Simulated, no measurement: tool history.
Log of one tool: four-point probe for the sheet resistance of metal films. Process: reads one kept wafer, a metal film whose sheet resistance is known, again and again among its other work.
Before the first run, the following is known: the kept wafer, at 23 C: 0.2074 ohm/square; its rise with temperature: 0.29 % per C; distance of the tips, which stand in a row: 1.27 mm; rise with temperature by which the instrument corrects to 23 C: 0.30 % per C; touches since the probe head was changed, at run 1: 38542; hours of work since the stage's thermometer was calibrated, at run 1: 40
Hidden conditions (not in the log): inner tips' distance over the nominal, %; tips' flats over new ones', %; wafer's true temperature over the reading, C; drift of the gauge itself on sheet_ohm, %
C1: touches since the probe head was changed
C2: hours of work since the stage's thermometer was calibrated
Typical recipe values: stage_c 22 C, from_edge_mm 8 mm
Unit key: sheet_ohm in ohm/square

run 1 hour=0.0 | stage_c=22 from_edge_mm=8 | C1=38542 C2=40 | sheet_ohm=0.212179
run 2 hour=13.5 | stage_c=22 from_edge_mm=8 | C1=38994 C2=46 | sheet_ohm=0.212193
run 3 hour=33.1 | stage_c=22 from_edge_mm=8 | C1=39652 C2=54 | sheet_ohm=0.212214
run 4 hour=51.2 | stage_c=22 from_edge_mm=31 | C1=40260 C2=61 | sheet_ohm=0.209563
run 5 hour=68.1 | stage_c=22 from_edge_mm=31 | C1=40830 C2=68 | sheet_ohm=0.209622
run 6 hour=84.3 | stage_c=22 from_edge_mm=31 | C1=41372 C2=75 | sheet_ohm=0.209658
run 7 hour=92.2 | stage_c=28 from_edge_mm=8 | C1=41638 C2=78 | sheet_ohm=0.212131
run 8 hour=100.6 | stage_c=28 from_edge_mm=8 | C1=41920 C2=82 | sheet_ohm=0.212217
run 9 hour=114.5 | stage_c=28 from_edge_mm=8 | C1=42386 C2=87 | sheet_ohm=0.212250
run 10 hour=124.8 | stage_c=28 from_edge_mm=8 | C1=42731 C2=91 | sheet_ohm=0.212197
run 11 hour=134.4 | stage_c=28 from_edge_mm=8 | C1=43054 C2=95 | sheet_ohm=0.212174
run 12 hour=149.4 | stage_c=28 from_edge_mm=8 | C1=43558 C2=102 | sheet_ohm=0.212214
run 13 hour=168.8 | stage_c=28 from_edge_mm=8 | C1=44207 C2=109 | sheet_ohm=0.212307
run 14 hour=184.7 | stage_c=28 from_edge_mm=8 | C1=44742 C2=116 | sheet_ohm=0.212245
run 15 hour=200.8 | stage_c=22 from_edge_mm=17 | C1=45282 C2=123 | sheet_ohm=0.210178
run 16 hour=220.2 | stage_c=22 from_edge_mm=17 | C1=45935 C2=131 | sheet_ohm=0.210256
run 17 hour=234.0 | stage_c=22 from_edge_mm=17 | C1=46398 C2=136 | sheet_ohm=0.210233
run 18 hour=242.9 | stage_c=22 from_edge_mm=29 | C1=46697 C2=140 | sheet_ohm=0.209825
run 19 hour=251.7 | stage_c=22 from_edge_mm=52 | C1=46991 C2=143 | sheet_ohm=0.209661
run 20 hour=260.9 | stage_c=22 from_edge_mm=52 | C1=47299 C2=147 | sheet_ohm=0.209673
run 21 hour=269.0 | stage_c=22 from_edge_mm=12 | C1=47572 C2=151 | sheet_ohm=0.210928
run 22 hour=287.1 | stage_c=22 from_edge_mm=12 | C1=48181 C2=158 | sheet_ohm=0.210944
run 23 hour=301.2 | stage_c=25 from_edge_mm=30 | C1=48653 C2=164 | sheet_ohm=0.209836
run 24 hour=311.7 | stage_c=25 from_edge_mm=30 | C1=49006 C2=168 | sheet_ohm=0.209826
run 25 hour=324.1 | stage_c=22 from_edge_mm=21 | C1=49421 C2=173 | sheet_ohm=0.210102
run 26 hour=341.2 | stage_c=22 from_edge_mm=21 | C1=49996 C2=180 | sheet_ohm=0.210095
run 27 hour=350.9 | stage_c=22 from_edge_mm=21 | C1=50322 C2=184 | sheet_ohm=0.210157
run 28 hour=364.2 | stage_c=23 from_edge_mm=8 | C1=50766 C2=190 | sheet_ohm=0.212421
run 29 hour=382.8 | stage_c=28 from_edge_mm=11 | C1=51391 C2=197 | sheet_ohm=0.211095
run 30 hour=391.4 | stage_c=33 from_edge_mm=11 | C1=51680 C2=201 | sheet_ohm=0.211118
run 31 hour=403.3 | stage_c=30 from_edge_mm=17 | C1=52081 C2=206 | sheet_ohm=0.210268

For run 32, what comes out?
run 32 hour=422.2 | stage_c=20 from_edge_mm=17 | C1=52715 C2=213 | sheet_ohm=?

Run 32 measured sheet_ohm 0.210429 ohm/square.
On a tool with no hidden condition, and with the same random variation, this run would have come out at sheet_ohm 0.208062 ohm/square.
